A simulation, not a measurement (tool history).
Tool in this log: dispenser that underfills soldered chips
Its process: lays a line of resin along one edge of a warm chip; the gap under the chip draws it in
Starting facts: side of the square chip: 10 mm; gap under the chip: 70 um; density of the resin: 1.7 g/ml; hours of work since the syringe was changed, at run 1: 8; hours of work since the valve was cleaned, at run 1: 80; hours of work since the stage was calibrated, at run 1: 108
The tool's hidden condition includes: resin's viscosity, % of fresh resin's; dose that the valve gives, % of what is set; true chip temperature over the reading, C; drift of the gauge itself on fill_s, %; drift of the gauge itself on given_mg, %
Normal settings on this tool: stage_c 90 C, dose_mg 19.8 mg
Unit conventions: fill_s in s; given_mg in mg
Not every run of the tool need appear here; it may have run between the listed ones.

| run | hour | stage_c | dose_mg | hours of work since the syringe was changed | hours of work since the valve was cleaned | hours of work since the stage was calibrated | fill_s | given_mg |
|---|---|---|---|---|---|---|---|---|
| 1 | 0 | 90 | 19.8 | 8 | 80 | 108 | 125 | 18.93 |
| 2 | 2.7 | 90 | 19.8 | 10 | 82 | 110 | 143.7 | 18.81 |
|  | 5.4 | new syringe of resin |
| 3 | 7.4 | 90 | 19.8 | 1 | 85 | 113 | 73.7 | 18.73 |
| 4 | 9.4 | 90 | 20.8 | 3 | 86 | 114 | 82.7 | 19.85 |
| 5 | 12.5 | 90 | 20.8 | 5 | 88 | 117 | 96.9 | 19.44 |
| 6 | 14.8 | 90 | 23.5 | 7 | 90 | 118 | 107.3 | 22.07 |
| 7 | 17 | 90 | 23.5 | 8 | 92 | 120 | 123.7 | 22.14 |
| 8 | 19.9 | 90 | 23.5 | 10 | 94 | 122 | 145.9 | 22 |
|  | 22.2 | new syringe of resin |
| 9 | 23.1 | 90 | 23.8 | 1 | 96 | 124 | 69.9 | 22.19 |
| 10 | 26 | 90 | 23.8 | 3 | 98 | 126 | 82.9 | 22.26 |
| 11 | 29.2 | 90 | 23.8 | 5 | 100 | 129 | 97.4 | 22.18 |
| 12 | 33.3 | 90 | 23.8 | 8 | 103 | 132 | 124 | 22.2 |
| 13 | 38 | 90 | 23.8 | 11 | 107 | 135 | 156.9 | 22.3 |
|  | 39 | new syringe of resin |
| 14 | 42 | 90 | 23.8 | 2 | 109 | 138 | 80 | 22.07 |
| 15 | 44.1 | 99 | 23.8 | 4 | 111 | 139 | 63.3 | 22.03 |
| 16 | 48.3 | 99 | 23.8 | 7 | 114 | 142 | 80.9 | 21.9 |
| 17 | 51.1 | 99 | 23.8 | 9 | 116 | 144 | 93.5 | 22.15 |
| 18 | 54.5 | 85 | 23.5 | 11 | 118 | 147 | 190.2 | 21.75 |
|  | 56 | new syringe of resin |
| 19 | 58.9 | 87 | 23.5 | 2 | 121 | 150 | 86.7 | 21.41 |
| 20 | 62 | 95 | 17.9 | 4 | 124 | 152 | 79.3 | 16.43 |
| 21 | 64.3 | 75 | 19.8 | 6 | 125 | 154 | 191 | 18.28 |
| 22 | 69 | 75 | 19.8 | 9 | 129 | 157 | 247.6 | 18.09 |
|  | 72.9 | new syringe of resin |
| 23 | 73.5 | 105 | 23.8 | 0 | 132 | 160 | 40.3 | 21.6 |
| 24 | 77.7 | 104 | 17.3 | 4 | 135 | 163 | 55.8 | 15.89 |
| 25 | 81.5 | 83 | 25.3 | 6 | 138 | 166 | 142 | 22.88 |
| 26 | 84 | 96 | 17.2 | 8 | 139 | 168 | 104.9 | 15.62 |
| 27 | 87 | 76 | 25.5 | 10 | 142 | 170 | 255.3 | 23.15 |
|  | 89.8 | new syringe of resin |
| 28 | 91.4 | 90 | 17.3 | 1 | 145 | 173 | 75.4 | 15.62 |
| 29 | 93.7 | 76 | 19.8 | 3 | 146 | 174 | 143.5 | 17.82 |
|  | 97.8 | dispensing valve cleaned and set on the balance |
| 30 | 98 | 79 | 20.5 | 5 | 0 | 177 | 149.5 | 20.68 |

Predict the results of run 31:
| 31 | 100.4 | 79 | 20.5 | 7 | 2 | 178 | ? | ? |

fill_s: 174.3 s
given_mg: 20.48 mg
Minus the tool's unlogged condition, the same run would have read fill_s 101.4 s, given_mg 20.49 mg.

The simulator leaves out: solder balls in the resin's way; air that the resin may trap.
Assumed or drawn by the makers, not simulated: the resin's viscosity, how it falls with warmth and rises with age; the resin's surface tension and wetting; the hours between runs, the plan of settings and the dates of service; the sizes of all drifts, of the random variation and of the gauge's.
